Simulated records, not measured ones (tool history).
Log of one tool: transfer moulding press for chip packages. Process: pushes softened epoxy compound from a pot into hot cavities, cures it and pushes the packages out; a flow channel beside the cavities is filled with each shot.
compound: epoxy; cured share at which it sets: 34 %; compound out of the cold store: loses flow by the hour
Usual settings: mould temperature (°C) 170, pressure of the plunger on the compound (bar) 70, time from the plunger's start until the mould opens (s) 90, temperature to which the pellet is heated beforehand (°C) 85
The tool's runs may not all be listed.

| run | hour | mould temperature (°C) | pressure of the plunger on the compound (bar) | time from the plunger's start until the mould opens (s) | temperature to which the pellet is heated beforehand (°C) | incoming compound's hours out of the cold store | length that the compound runs in the flow channel (mm) | greatest force on the pins that push the packages out (N) |
|---|---|---|---|---|---|---|---|---|
| 1 | 0 | 170 | 70 | 90 | 85 | 29.5 | 839 | 726 |
| 2 | 10.8 | 170 | 70 | 90 | 85 | 11.4 | 937 | 836 |
| 3 | 24 | 170 | 70 | 90 | 85 | 9.2 | 925 | 875 |
|  | 27.8 | cavities cleaned with cleaning compound and waxed |
| 4 | 31.8 | 170 | 70 | 90 | 85 | 45.8 | 760 | 492 |
| 5 | 40.8 | 170 | 70 | 90 | 85 | 15.3 | 883 | 620 |
|  | 48.2 | plunger's sealing rings changed |
| 6 | 53.1 | 170 | 80.6 | 90 | 85 | 24.7 | 996 | 687 |
| 7 | 64.6 | 170 | 70 | 96 | 85 | 8.7 | 1019 | 703 |
| 8 | 78 | 170 | 70 | 125 | 85 | 12.4 | 976 | 661 |
|  | 85.2 | cavities cleaned with cleaning compound and waxed |
| 9 | 93.8 | 170 | 70 | 125 | 85 | 24.6 | 932 | 430 |
| 10 | 107.4 | 170 | 70 | 125 | 85 | 24.9 | 919 | 548 |
| 11 | 119.3 | 170 | 70 | 99 | 85 | 46 | 825 | 664 |
| 12 | 131.6 | 170 | 70 | 99 | 85 | 16.6 | 957 | 730 |
|  | 139.8 | cavities cleaned with cleaning compound and waxed |
| 13 | 147.2 | 170 | 70 | 99 | 82 | 38.4 | 856 | 481 |
| 14 | 156.5 | 170 | 82.7 | 90 | 85 | 27.8 | 960 | 625 |
| 15 | 168.9 | 170 | 82.7 | 90 | 85 | 9 | 1079 | 746 |
| 16 | 181.1 | 169 | 71.1 | 123 | 85 | 21.5 | 932 | 626 |
| 17 | 192.4 | 170 | 76.2 | 90 | 85 | 35.9 | 897 | 852 |
|  | 194.7 | cavities cleaned with cleaning compound and waxed |
| 18 | 203.5 | 170 | 65.4 | 90 | 94 | 22.3 | 880 | 531 |
| 19 | 209.5 | 170 | 85.9 | 90 | 91 | 32.3 | 961 | 599 |
| 20 | 220.1 | 170 | 85.9 | 90 | 91 | 46.4 | 892 | 653 |
| 21 | 233.4 | 174 | 60.2 | 78 | 79 | 33.2 | 803 | 748 |
| 22 | 239.8 | 174 | 52.1 | 78 | 94 | 16.5 | 811 | 821 |
|  | 249.1 | cavities cleaned with cleaning compound and waxed |
| 23 | 255.1 | 170 | 70 | 97 | 85 | 29.2 | 864 | 484 |
| 24 | 266.3 | 170 | 81.8 | 97 | 93 | 26.7 | 947 | 589 |

The same runs without the tool's hidden state, with the same run-to-run variation:
The hidden state here: true mould temperature over the reading, C; pressure that reaches the compound, % of what is set; grip of the stained cavities, % over clean ones'; drift of the gauge itself on flow_mm, %; drift of the gauge itself on push_out_n, %.
| run | length that the compound runs in the flow channel (mm) | greatest force on the pins that push the packages out (N) |
|---|---|---|
| 1 | 906 | 474 |
| 2 | 1014 | 506 |
| 3 | 1004 | 485 |
| 4 | 826 | 449 |
| 5 | 961 | 485 |
| 6 | 997 | 472 |
| 7 | 1022 | 436 |
| 8 | 981 | 371 |
| 9 | 940 | 354 |
| 10 | 929 | 375 |
| 11 | 836 | 407 |
| 12 | 971 | 411 |
| 13 | 871 | 411 |
| 14 | 978 | 465 |
| 15 | 1102 | 489 |
| 16 | 954 | 370 |
| 17 | 920 | 474 |
| 18 | 905 | 446 |
| 19 | 988 | 459 |
| 20 | 919 | 438 |
| 21 | 830 | 452 |
| 22 | 839 | 473 |
| 23 | 896 | 425 |
| 24 | 984 | 436 |
